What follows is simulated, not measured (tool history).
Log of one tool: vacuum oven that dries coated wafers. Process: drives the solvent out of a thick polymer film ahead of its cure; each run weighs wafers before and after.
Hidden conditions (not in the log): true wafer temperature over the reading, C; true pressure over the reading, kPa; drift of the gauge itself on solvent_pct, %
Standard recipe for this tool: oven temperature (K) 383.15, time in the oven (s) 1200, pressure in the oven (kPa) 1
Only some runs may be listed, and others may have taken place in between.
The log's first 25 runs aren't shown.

run    hour  oven temperature (K)  time in the oven (s)  pressure in the oven (kPa)  hours of work since the thermocouples were calibrated  hours of work since the vacuum gauge was cleaned of residue  solvent left in the film (%)
 26   868.3                383.15                  1020                        1.12                                                    131                                                          216                          2.51
 27   909.1                383.15                  2100                        0.58                                                    153                                                          238                          0.66
 28   933.2                374.15                  1200                         0.8                                                    165                                                          250                          3.58
 29   969.3                392.15                  1200                        2.59                                                    184                                                          269                          1.52
 30  1013.3                383.15                  1020                        0.61                                                    207                                                          292                          2.25
 31  1035.6                392.15                   780                        0.61                                                    219                                                          304                          1.62
 32  1079.5                383.15                  1200                        3.55                                                    242                                                          327                          3.22
 33  1115.1                373.15                  1200                        3.55                                                    261                                                          346                          5.51
 34  1156.1                376.15                   720                        2.22                                                    282                                                          367                          5.87

4 options for the next run, each taken on its own from the tool as it stands now. Forecast them:
  A  1181.5                390.15                  1320                        3.03                                                    296                                                          381                             ?
  B  1181.5                370.15                  1200                           1                                                    296                                                          381                             ?
  C  1181.5                390.15                  1560                        2.22                                                    296                                                          381                             ?
  D  1181.5                383.15                  1200                        0.84                                                    296                                                          381                             ?

run  solvent left in the film (%)
  A                          1.74
  B                          4.77
  C                          1.25
  D                          1.95
Had the tool no hidden state, the same runs would have come out as:
run  solvent left in the film (%)
  A                          1.61
  B                           4.5
  C                          1.15
  D                          1.77
